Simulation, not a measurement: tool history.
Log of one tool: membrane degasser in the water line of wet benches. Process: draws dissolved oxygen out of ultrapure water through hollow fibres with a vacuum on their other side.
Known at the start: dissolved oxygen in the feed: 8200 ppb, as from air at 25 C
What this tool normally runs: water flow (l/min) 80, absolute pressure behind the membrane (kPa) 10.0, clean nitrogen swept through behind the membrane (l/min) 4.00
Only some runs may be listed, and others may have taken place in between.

| run | day | water flow (l/min) | absolute pressure behind the membrane (kPa) | clean nitrogen swept through behind the membrane (l/min) | dissolved oxygen in the water behind the degasser (ppb) | pressure that the water loses in the fibres (kPa) |
|---|---|---|---|---|---|---|
| 1 | 0.000 | 80 | 10.0 | 4.00 | 304.2 | 45.87 |
| 2 | 4.338 | 80 | 10.0 | 3.35 | 349.3 | 46.55 |
| 3 | 8.521 | 80 | 10.0 | 3.35 | 347.5 | 45.83 |
| 4 | 12.404 | 80 | 10.0 | 3.35 | 346.4 | 46.08 |
| 5 | 16.421 | 80 | 10.0 | 3.35 | 348.0 | 45.97 |
| 6 | 20.242 | 80 | 10.0 | 3.35 | 348.2 | 46.54 |
| 7 | 25.971 | 80 | 10.0 | 4.00 | 302.4 | 46.54 |
| 8 | 32.742 | 80 | 10.0 | 4.00 | 300.3 | 46.11 |
| 9 | 37.075 | 80 | 10.0 | 4.00 | 300.6 | 46.63 |
| 10 | 42.608 | 80 | 10.0 | 4.00 | 303.6 | 46.68 |
| 11 | 48.546 | 80 | 10.0 | 4.00 | 299.9 | 46.09 |
| 12 | 52.704 | 80 | 12.7 | 4.00 | 413.1 | 46.36 |
| 13 | 58.621 | 80 | 12.7 | 6.65 | 269.0 | 46.30 |
| 14 | 64.354 | 80 | 12.7 | 6.65 | 269.9 | 46.56 |
| 15 | 71.146 | 121 | 18.7 | 4.00 | 917.4 | 70.99 |
| 16 | 77.092 | 121 | 18.7 | 4.00 | 915.3 | 70.67 |
| 17 | 80.933 | 93 | 18.7 | 8.40 | 397.0 | 54.14 |
| 18 | 87.662 | 86 | 8.4 | 9.56 | 120.5 | 50.33 |
| 19 | 91.675 | 86 | 8.4 | 9.56 | 120.6 | 50.70 |
| 20 | 98.725 | 80 | 10.0 | 3.59 | 333.5 | 46.84 |
| 21 | 102.067 | 80 | 10.0 | 3.59 | 333.9 | 46.84 |
| 22 | 108.508 | 57 | 10.1 | 2.00 | 408.1 | 33.65 |
| 23 | 115.479 | 80 | 10.0 | 1.93 | 532.6 | 46.58 |
| 24 | 121.454 | 63 | 10.0 | 2.57 | 360.3 | 37.13 |
| 25 | 124.742 | 63 | 10.0 | 2.57 | 354.3 | 37.18 |
| 26 | 129.362 | 80 | 21.1 | 7.08 | 460.0 | 47.26 |
| 27 | 133.458 | 80 | 21.1 | 7.08 | 460.0 | 47.56 |

How would selected steps in pressure that the water loses in the fibres (kPa) from run to run divide? Give the signed amount a tool lacking its hidden state would still show from settings, what came in and random variation, and the signed amount left for the hidden state, including any gauge scatter that is not in both of the compared results.
Hidden conditions of the tool in this case: membrane still open, %; true pressure behind the membrane over the reading, kPa; air that leaks in behind the membrane, l/min; drift of the gauge itself on oxygen_ppb, %; drift of the gauge itself on loss_of_pressure_kpa, %.
Run 14 -> 15: water flow (l/min) 80 -> 121, absolute pressure behind the membrane (kPa) 12.7 -> 18.7, clean nitrogen swept through behind the membrane (l/min) 6.65 -> 4.00. pressure that the water loses in the fibres (kPa) +24.43: hidden state +0.39, all else +24.04.
Run 16 -> 17: water flow (l/min) 121 -> 93, clean nitrogen swept through behind the membrane (l/min) 4.00 -> 8.40. pressure that the water loses in the fibres (kPa) -16.53: hidden state -0.20, all else -16.33.
Run 22 -> 23: water flow (l/min) 57 -> 80, absolute pressure behind the membrane (kPa) 10.1 -> 10.0, clean nitrogen swept through behind the membrane (l/min) 2.00 -> 1.93. pressure that the water loses in the fibres (kPa) +12.93: hidden state +0.35, all else +12.58.
